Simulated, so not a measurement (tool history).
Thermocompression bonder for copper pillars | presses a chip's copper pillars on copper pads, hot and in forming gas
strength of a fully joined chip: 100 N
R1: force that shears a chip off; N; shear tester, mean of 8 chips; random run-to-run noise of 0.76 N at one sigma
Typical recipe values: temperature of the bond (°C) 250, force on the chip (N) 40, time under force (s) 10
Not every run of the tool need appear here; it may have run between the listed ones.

run 1 hour=0 | temperature_of_the_bond_(°C)=250 force_on_the_chip_(N)=40 time_under_force_(s)=10 | R1=55.3
run 2 hour=9.1 | temperature_of_the_bond_(°C)=250 force_on_the_chip_(N)=40 time_under_force_(s)=10 | R1=53.4
run 3 hour=20.7 | temperature_of_the_bond_(°C)=237 force_on_the_chip_(N)=40 time_under_force_(s)=10 | R1=43.7
run 4 hour=29.5 | temperature_of_the_bond_(°C)=237 force_on_the_chip_(N)=40 time_under_force_(s)=10 | R1=44.3
run 5 hour=37.8 | temperature_of_the_bond_(°C)=250 force_on_the_chip_(N)=26 time_under_force_(s)=10 | R1=45.9
run 6 hour=54.2 | temperature_of_the_bond_(°C)=256 force_on_the_chip_(N)=40 time_under_force_(s)=10 | R1=59.2
run 7 hour=69.4 | temperature_of_the_bond_(°C)=250 force_on_the_chip_(N)=35 time_under_force_(s)=11 | R1=53.8
run 8 hour=84 | temperature_of_the_bond_(°C)=253 force_on_the_chip_(N)=36 time_under_force_(s)=24 | R1=69
run 9 hour=100.2 | temperature_of_the_bond_(°C)=235 force_on_the_chip_(N)=34 time_under_force_(s)=24 | R1=52.3
run 10 hour=109.2 | temperature_of_the_bond_(°C)=262 force_on_the_chip_(N)=27 time_under_force_(s)=10 | R1=52.9
run 11 hour=118.8 | temperature_of_the_bond_(°C)=260 force_on_the_chip_(N)=28 time_under_force_(s)=13 | R1=58.2
run 12 hour=127.8 | temperature_of_the_bond_(°C)=260 force_on_the_chip_(N)=35 time_under_force_(s)=9 | R1=57.3

Measured result minus the same run's result without the hidden state. Both carry the same run-to-run variation, though not necessarily the same gauge scatter:
The hidden state here: true temperature of the bond over the reading, C; force that reaches the chip, % of what is set; oxide that the forming gas leaves, % of the face; drift of the gauge itself on shear_n, %.
run=1 R1=-2.3
run=2 R1=-2.3
run=3 R1=-2.2
run=4 R1=-2.3
run=5 R1=-2.3
run=6 R1=-2.8
run=7 R1=-2.9
run=8 R1=-3.3
run=9 R1=-3.1
run=10 R1=-3
run=11 R1=-3.3
run=12 R1=-3.3

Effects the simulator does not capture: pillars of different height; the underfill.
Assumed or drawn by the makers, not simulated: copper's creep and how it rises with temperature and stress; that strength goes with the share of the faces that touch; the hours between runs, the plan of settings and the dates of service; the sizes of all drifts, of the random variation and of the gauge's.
